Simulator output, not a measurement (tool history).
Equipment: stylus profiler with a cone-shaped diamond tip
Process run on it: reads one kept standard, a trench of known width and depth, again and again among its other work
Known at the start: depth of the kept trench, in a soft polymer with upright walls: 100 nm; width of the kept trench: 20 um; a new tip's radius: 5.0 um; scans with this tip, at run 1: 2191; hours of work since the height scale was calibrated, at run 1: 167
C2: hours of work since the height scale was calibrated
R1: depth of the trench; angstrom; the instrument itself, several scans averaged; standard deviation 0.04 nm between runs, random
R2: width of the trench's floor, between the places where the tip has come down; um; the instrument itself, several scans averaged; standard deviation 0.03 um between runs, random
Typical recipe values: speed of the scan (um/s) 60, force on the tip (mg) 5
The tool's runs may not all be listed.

{"run": 1, "day": 0.0, "speed of the scan (um/s)": 60, "force on the tip (mg)": 5, "scans with this tip": 2191, "C2": 167, "R1": 1011.3, "R2": 17.78}
{"run": 2, "day": 1.167, "speed of the scan (um/s)": 60, "force on the tip (mg)": 3.25, "scans with this tip": 2481, "C2": 189, "R1": 1008.9, "R2": 17.71}
{"run": 3, "day": 2.125, "speed of the scan (um/s)": 60, "force on the tip (mg)": 5, "scans with this tip": 2718, "C2": 207, "R1": 1011.2, "R2": 17.76}
{"run": 4, "day": 2.854, "speed of the scan (um/s)": 60, "force on the tip (mg)": 5, "scans with this tip": 2898, "C2": 220, "R1": 1012.2, "R2": 17.73}
{"run": 5, "day": 3.65, "speed of the scan (um/s)": 60, "force on the tip (mg)": 5, "scans with this tip": 3096, "C2": 235, "R1": 1011.3, "R2": 17.74}
{"run": 6, "day": 4.546, "speed of the scan (um/s)": 60, "force on the tip (mg)": 5, "scans with this tip": 3318, "C2": 252, "R1": 1011.6, "R2": 17.71}
{"run": 7, "day": 5.312, "speed of the scan (um/s)": 60, "force on the tip (mg)": 5, "scans with this tip": 3508, "C2": 267, "R1": 1011.4, "R2": 17.76}
{"run": 8, "day": 6.392, "speed of the scan (um/s)": 60, "force on the tip (mg)": 11.31, "scans with this tip": 3775, "C2": 287, "R1": 1020.3, "R2": 17.76}
{"run": 9, "day": 7.462, "speed of the scan (um/s)": 60, "force on the tip (mg)": 11.31, "scans with this tip": 4040, "C2": 307, "R1": 1020.3, "R2": 17.77}
{"run": 10, "day": 8.708, "speed of the scan (um/s)": 60, "force on the tip (mg)": 5, "scans with this tip": 4350, "C2": 331, "R1": 1011.9, "R2": 17.72}
{"run": 11, "day": 9.746, "speed of the scan (um/s)": 60, "force on the tip (mg)": 5, "scans with this tip": 4607, "C2": 350, "R1": 1011.6, "R2": 17.72}
{"run": 12, "day": 10.908, "speed of the scan (um/s)": 27, "force on the tip (mg)": 5, "scans with this tip": 4895, "C2": 372, "R1": 1012.2, "R2": 17.78}
{"run": 13, "day": 11.788, "speed of the scan (um/s)": 27, "force on the tip (mg)": 5, "scans with this tip": 5112, "C2": 389, "R1": 1011.9, "R2": 17.73}
{"run": 14, "day": 12.779, "speed of the scan (um/s)": 27, "force on the tip (mg)": 5, "scans with this tip": 5358, "C2": 407, "R1": 1012.4, "R2": 17.8}
{"run": 15, "day": 13.617, "speed of the scan (um/s)": 28, "force on the tip (mg)": 5, "scans with this tip": 5566, "C2": 423, "R1": 1011.7, "R2": 17.72}
{"run": 16, "day": 14.854, "speed of the scan (um/s)": 28, "force on the tip (mg)": 5, "scans with this tip": 5873, "C2": 447, "R1": 1012.4, "R2": 17.77}
{"run": 17, "day": 16.133, "speed of the scan (um/s)": 60, "force on the tip (mg)": 8.07, "scans with this tip": 6190, "C2": 471, "R1": 1017.8, "R2": 17.67}
{"run": 18, "day": 17.425, "speed of the scan (um/s)": 60, "force on the tip (mg)": 5.72, "scans with this tip": 6509, "C2": 495, "R1": 1014.2, "R2": 17.69}
{"run": 19, "day": 18.208, "speed of the scan (um/s)": 60, "force on the tip (mg)": 5.72, "scans with this tip": 6704, "C2": 510, "R1": 1014.1, "R2": 17.69}
{"run": 20, "day": 19.242, "speed of the scan (um/s)": 32, "force on the tip (mg)": 8.35, "scans with this tip": 6960, "C2": 529, "R1": 1017.8, "R2": 17.67}
{"run": 21, "day": 19.867, "speed of the scan (um/s)": 60, "force on the tip (mg)": 5.94, "scans with this tip": 7115, "C2": 541, "R1": 1014.4, "R2": 17.65}
{"run": 22, "day": 20.454, "speed of the scan (um/s)": 60, "force on the tip (mg)": 5.94, "scans with this tip": 7260, "C2": 552, "R1": 1014.6, "R2": 17.63}
{"run": 23, "day": 21.033, "speed of the scan (um/s)": 201, "force on the tip (mg)": 7.06, "scans with this tip": 7404, "C2": 563, "R1": 1015.7, "R2": 17.41}
{"run": 24, "day": 21.642, "speed of the scan (um/s)": 201, "force on the tip (mg)": 7.06, "scans with this tip": 7555, "C2": 575, "R1": 1015.3, "R2": 17.35}
{"run": 25, "day": 22.458, "speed of the scan (um/s)": 86, "force on the tip (mg)": 11.24, "scans with this tip": 7757, "C2": 590, "R1": 1020.8, "R2": 17.59}
{"run": 26, "day": 23.025, "speed of the scan (um/s)": 86, "force on the tip (mg)": 11.24, "scans with this tip": 7897, "C2": 601, "R1": 1020.7, "R2": 17.62}
{"run": 27, "day": 23.917, "speed of the scan (um/s)": 86, "force on the tip (mg)": 11.24, "scans with this tip": 8119, "C2": 617, "R1": 1020.8, "R2": 17.59}
{"run": 28, "day": 25.083, "speed of the scan (um/s)": 130, "force on the tip (mg)": 3.24, "scans with this tip": 8407, "C2": 639, "R1": 1010.7, "R2": 17.36}
{"run": 29, "day": 26.242, "speed of the scan (um/s)": 130, "force on the tip (mg)": 3.24, "scans with this tip": 8695, "C2": 661, "R1": 1009.8, "R2": 17.36}
{"run": 30, "day": 27.392, "speed of the scan (um/s)": 130, "force on the tip (mg)": 3.24, "scans with this tip": 8980, "C2": 683, "R1": 1009.9, "R2": 17.37}
{"run": 31, "day": 28.208, "speed of the scan (um/s)": 73, "force on the tip (mg)": 9.85, "scans with this tip": 9183, "C2": 698, "R1": 1019.3, "R2": 17.6}
{"run": 32, "day": 29.117, "speed of the scan (um/s)": 73, "force on the tip (mg)": 6.65, "scans with this tip": 9407, "C2": 715, "R1": 1016, "R2": 17.58}
{"run": 33, "day": 29.658, "speed of the scan (um/s)": 115, "force on the tip (mg)": 1.7, "scans with this tip": 9541, "C2": 726, "R1": 1007.7, "R2": 17.23}
{"run": 34, "day": 30.562, "speed of the scan (um/s)": 105, "force on the tip (mg)": 12.59, "scans with this tip": 9766, "C2": 743, "R1": 1022.3, "R2": 17.51}
{"run": 35, "day": 31.296, "speed of the scan (um/s)": 21, "force on the tip (mg)": 4.68, "scans with this tip": 9947, "C2": 756, "R1": 1013.2, "R2": 17.63}

Consider 5 possible next runs. They are alternatives, not a sequence: every one starts from the tool as it was left by run 35. What does each give?
{"run": "A", "day": 31.929, "speed of the scan (um/s)": 202, "force on the tip (mg)": 3.07, "scans with this tip": 10104, "C2": 768, "R1": "?", "R2": "?"}
{"run": "B", "day": 31.929, "speed of the scan (um/s)": 48, "force on the tip (mg)": 4.78, "scans with this tip": 10104, "C2": 768, "R1": "?", "R2": "?"}
{"run": "C", "day": 31.929, "speed of the scan (um/s)": 17, "force on the tip (mg)": 4.07, "scans with this tip": 10104, "C2": 768, "R1": "?", "R2": "?"}
{"run": "D", "day": 31.929, "speed of the scan (um/s)": 23, "force on the tip (mg)": 5, "scans with this tip": 10104, "C2": 768, "R1": "?", "R2": "?"}
{"run": "E", "day": 31.929, "speed of the scan (um/s)": 21, "force on the tip (mg)": 3.93, "scans with this tip": 10104, "C2": 768, "R1": "?", "R2": "?"}

run=A R1=1010.9 R2=17.12
run=B R1=1013.8 R2=17.56
run=C R1=1012.3 R2=17.64
run=D R1=1013.5 R2=17.61
run=E R1=1012.2 R2=17.63
Had the tool no hidden state, the same runs would have come out as:
run=A R1=1008.3 R2=17.44
run=B R1=1011.2 R2=17.89
run=C R1=1009.7 R2=17.97
run=D R1=1010.9 R2=17.93
run=E R1=1009.6 R2=17.96
